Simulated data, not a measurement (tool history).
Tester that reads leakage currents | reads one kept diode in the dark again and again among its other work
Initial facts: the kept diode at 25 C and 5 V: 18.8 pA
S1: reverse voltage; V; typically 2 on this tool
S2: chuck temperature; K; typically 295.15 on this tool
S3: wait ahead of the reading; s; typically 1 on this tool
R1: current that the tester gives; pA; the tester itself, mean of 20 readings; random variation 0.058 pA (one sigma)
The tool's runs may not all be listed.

run    hour     S1      S2    S3      R1
  1       0      2  295.15     1   11.69
       23.1  -- chuck's temperature calibrated
  2    41.5      2  295.15     1    12.3
  3    76.2      2  295.15     1   12.27
  4   123.8      2  295.15     1   12.45
  5   168.5      2  295.15     1   12.55
  6   195.1      2  295.15  2.57   12.41
  7   257.4      2  300.15  2.57   18.12
  8   315.6      2  300.15  2.57   18.15
  9   344.2      2  295.15     1   12.87
      357.3  -- chuck's temperature calibrated, once more
 10   383.4      2  295.15     1   10.34
 11   435.6      2  295.15  0.91   10.47
 12   479.7      2  295.15  0.91   10.59
 13   510.2      2  302.15  0.91   17.38
 14     553      2  302.15  0.91   17.57
 15   597.8      2  302.15  0.91   17.74
 16     652      2  302.15  7.54   17.62
 17   714.7      2  302.15  7.54   17.85
 18   754.1      2  302.15  7.54   17.97
 19   811.1      2  295.15     1   11.16
 20   849.2      2  295.15     1    11.2
 21   874.9   2.33  294.15  0.59   11.56
 22   915.6  10.04  308.15  2.36   64.31
 23   965.1  10.04  308.15  2.36   65.25
 24  1017.5    1.1  305.15  9.44   17.03
 25    1044    1.1  305.15  9.44   17.11
 26  1099.8      2  317.15  0.89   53.77
 27  1154.2      2  317.15  0.89   53.91
 28    1188   5.68  295.15     1   21.19
 29  1222.7   4.05  301.15   0.5    26.9
 30  1281.8   1.05  327.15  0.35   76.98
 31  1328.6   1.05  327.15  0.35    77.2
 32    1355   1.05  327.15  2.42   76.75
 33  1381.1   1.11  301.15  2.49   13.59
     1415.4  -- chuck's temperature calibrated
 34  1442.5    8.2  316.15  6.38   94.64
 35  1492.5    8.2  316.15  6.38   95.22
 36  1540.8   2.64  308.15   1.4   31.54
 37  1566.9   2.64  308.15   1.4   31.56
 38    1628   9.76  306.15  2.02   55.33
 39  1687.2   5.81  320.15  2.62  106.78

3 options for the next run, each taken on its own from the tool as it stands now. Forecast them:
  A  1717.3   1.3  296.15  3.58   ?
  B  1717.3  6.79  295.15  0.48   ?
  C  1717.3  1.14  295.15  3.34   ?

run     R1
  A   9.55
  B  24.06
  C   8.24
What these runs would have given with no unlogged condition in the tool:
run     R1
  A   8.44
  B  19.18
  C   7.27

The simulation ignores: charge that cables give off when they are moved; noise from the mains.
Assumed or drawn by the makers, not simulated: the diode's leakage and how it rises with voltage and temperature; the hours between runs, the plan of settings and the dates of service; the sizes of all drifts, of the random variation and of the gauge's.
